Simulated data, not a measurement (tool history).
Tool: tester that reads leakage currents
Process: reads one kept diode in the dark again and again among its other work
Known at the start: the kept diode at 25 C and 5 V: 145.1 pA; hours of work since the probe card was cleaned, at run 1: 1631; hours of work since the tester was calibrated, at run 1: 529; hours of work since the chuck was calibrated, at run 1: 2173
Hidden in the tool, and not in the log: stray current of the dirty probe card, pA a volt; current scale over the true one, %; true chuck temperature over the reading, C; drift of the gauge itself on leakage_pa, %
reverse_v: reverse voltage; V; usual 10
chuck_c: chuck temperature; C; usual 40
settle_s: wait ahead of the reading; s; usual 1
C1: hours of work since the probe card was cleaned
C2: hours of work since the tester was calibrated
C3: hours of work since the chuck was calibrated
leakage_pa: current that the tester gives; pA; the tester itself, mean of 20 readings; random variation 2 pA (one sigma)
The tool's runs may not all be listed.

{"run": 1, "hour": 0.0, "reverse_v": 10, "chuck_c": 40, "settle_s": 1, "C1": 1631, "C2": 529, "C3": 2173, "leakage_pa": 694.95}
{"run": 2, "hour": 129.6, "reverse_v": 10, "chuck_c": 40, "settle_s": 1, "C1": 1723, "C2": 621, "C3": 2266, "leakage_pa": 696.61}
{"run": 3, "hour": 293.8, "reverse_v": 10, "chuck_c": 40, "settle_s": 1, "C1": 1840, "C2": 738, "C3": 2382, "leakage_pa": 706.84}
{"run": 4, "hour": 429.8, "reverse_v": 10, "chuck_c": 40, "settle_s": 1, "C1": 1937, "C2": 835, "C3": 2479, "leakage_pa": 705.85}
{"hour": 475.2, "done": "chuck's temperature calibrated"}
{"run": 5, "hour": 548.3, "reverse_v": 10, "chuck_c": 40, "settle_s": 1, "C1": 2019, "C2": 917, "C3": 52, "leakage_pa": 722.26}
{"run": 6, "hour": 742.2, "reverse_v": 10, "chuck_c": 40, "settle_s": 1, "C1": 2157, "C2": 1055, "C3": 190, "leakage_pa": 721.69}
{"run": 7, "hour": 963.9, "reverse_v": 10, "chuck_c": 40, "settle_s": 1, "C1": 2315, "C2": 1213, "C3": 347, "leakage_pa": 727.03}
{"run": 8, "hour": 1197.8, "reverse_v": 10, "chuck_c": 40, "settle_s": 1, "C1": 2481, "C2": 1379, "C3": 514, "leakage_pa": 727.59}
{"run": 9, "hour": 1358.6, "reverse_v": 10, "chuck_c": 40, "settle_s": 1, "C1": 2596, "C2": 1494, "C3": 628, "leakage_pa": 735.81}
{"run": 10, "hour": 1624.4, "reverse_v": 10, "chuck_c": 40, "settle_s": 0.56, "C1": 2785, "C2": 1683, "C3": 817, "leakage_pa": 741.42}
{"run": 11, "hour": 1764.4, "reverse_v": 10, "chuck_c": 40, "settle_s": 0.56, "C1": 2884, "C2": 1782, "C3": 917, "leakage_pa": 745.18}
{"run": 12, "hour": 1932.7, "reverse_v": 10, "chuck_c": 40, "settle_s": 0.56, "C1": 3004, "C2": 1902, "C3": 1036, "leakage_pa": 747.9}
{"hour": 2061.3, "done": "chuck's temperature calibrated, once more"}
{"hour": 2172.0, "done": "tester calibrated"}
{"hour": 2189.3, "done": "probe card cleaned and baked"}
{"run": 13, "hour": 2189.3, "reverse_v": 2.6, "chuck_c": 40, "settle_s": 1, "C1": 0, "C2": 10, "C3": 87, "leakage_pa": 332.36}
{"run": 14, "hour": 2448.1, "reverse_v": 10, "chuck_c": 40, "settle_s": 1, "C1": 184, "C2": 194, "C3": 271, "leakage_pa": 654.45}
{"run": 15, "hour": 2599.5, "reverse_v": 10, "chuck_c": 40, "settle_s": 1, "C1": 292, "C2": 302, "C3": 379, "leakage_pa": 658.14}
{"run": 16, "hour": 2735.1, "reverse_v": 10, "chuck_c": 40, "settle_s": 1, "C1": 388, "C2": 398, "C3": 476, "leakage_pa": 664.71}
{"run": 17, "hour": 2961.3, "reverse_v": 10, "chuck_c": 40, "settle_s": 4.33, "C1": 549, "C2": 559, "C3": 636, "leakage_pa": 667.46}
{"run": 18, "hour": 3139.0, "reverse_v": 10, "chuck_c": 40, "settle_s": 4.33, "C1": 675, "C2": 685, "C3": 763, "leakage_pa": 668.6}
{"run": 19, "hour": 3391.5, "reverse_v": 10, "chuck_c": 40, "settle_s": 4.33, "C1": 855, "C2": 865, "C3": 942, "leakage_pa": 674.24}
{"run": 20, "hour": 3672.6, "reverse_v": 10, "chuck_c": 40, "settle_s": 4.33, "C1": 1055, "C2": 1065, "C3": 1142, "leakage_pa": 674.69}
{"run": 21, "hour": 3857.3, "reverse_v": 10, "chuck_c": 40, "settle_s": 4.33, "C1": 1186, "C2": 1196, "C3": 1273, "leakage_pa": 680.46}
{"run": 22, "hour": 4009.3, "reverse_v": 19.1, "chuck_c": 26, "settle_s": 0.92, "C1": 1294, "C2": 1304, "C3": 1381, "leakage_pa": 341.35}
{"run": 23, "hour": 4139.9, "reverse_v": 19.1, "chuck_c": 26, "settle_s": 0.92, "C1": 1387, "C2": 1397, "C3": 1474, "leakage_pa": 341.83}
{"run": 24, "hour": 4391.7, "reverse_v": 2.5, "chuck_c": 55, "settle_s": 0.55, "C1": 1566, "C2": 1576, "C3": 1653, "leakage_pa": 980.35}
{"run": 25, "hour": 4638.4, "reverse_v": 2.5, "chuck_c": 55, "settle_s": 0.55, "C1": 1741, "C2": 1751, "C3": 1829, "leakage_pa": 981.11}
{"run": 26, "hour": 4816.3, "reverse_v": 7, "chuck_c": 40, "settle_s": 0.55, "C1": 1868, "C2": 1878, "C3": 1955, "leakage_pa": 584.78}
{"run": 27, "hour": 4995.0, "reverse_v": 14.8, "chuck_c": 54, "settle_s": 1, "C1": 1995, "C2": 2005, "C3": 2082, "leakage_pa": 2247.79}
{"hour": 5069.8, "done": "tester calibrated"}
{"run": 28, "hour": 5164.6, "reverse_v": 3.5, "chuck_c": 35, "settle_s": 1, "C1": 2114, "C2": 67, "C3": 2201, "leakage_pa": 283.44}
{"run": 29, "hour": 5422.4, "reverse_v": 3.5, "chuck_c": 45, "settle_s": 1, "C1": 2297, "C2": 251, "C3": 2385, "leakage_pa": 584.35}
{"run": 30, "hour": 5582.1, "reverse_v": 3.5, "chuck_c": 45, "settle_s": 1, "C1": 2411, "C2": 364, "C3": 2498, "leakage_pa": 588.77}
{"hour": 5599.4, "done": "chuck's temperature calibrated"}
{"run": 31, "hour": 5822.7, "reverse_v": 1.4, "chuck_c": 52, "settle_s": 0.66, "C1": 2580, "C2": 534, "C3": 159, "leakage_pa": 581.4}
{"run": 32, "hour": 6107.4, "reverse_v": 1.3, "chuck_c": 40, "settle_s": 1.51, "C1": 2783, "C2": 736, "C3": 361, "leakage_pa": 243.1}

The next listed run, before its measurement:
{"run": 33, "hour": 6251.1, "reverse_v": 1.3, "chuck_c": 38, "settle_s": 1.51, "C1": 2885, "C2": 838, "C3": 463, "leakage_pa": "?"}

{"run 33": {"leakage_pa": 211.48}}
Without the tool's hidden state the same run would have given leakage_pa 205.22 pA.

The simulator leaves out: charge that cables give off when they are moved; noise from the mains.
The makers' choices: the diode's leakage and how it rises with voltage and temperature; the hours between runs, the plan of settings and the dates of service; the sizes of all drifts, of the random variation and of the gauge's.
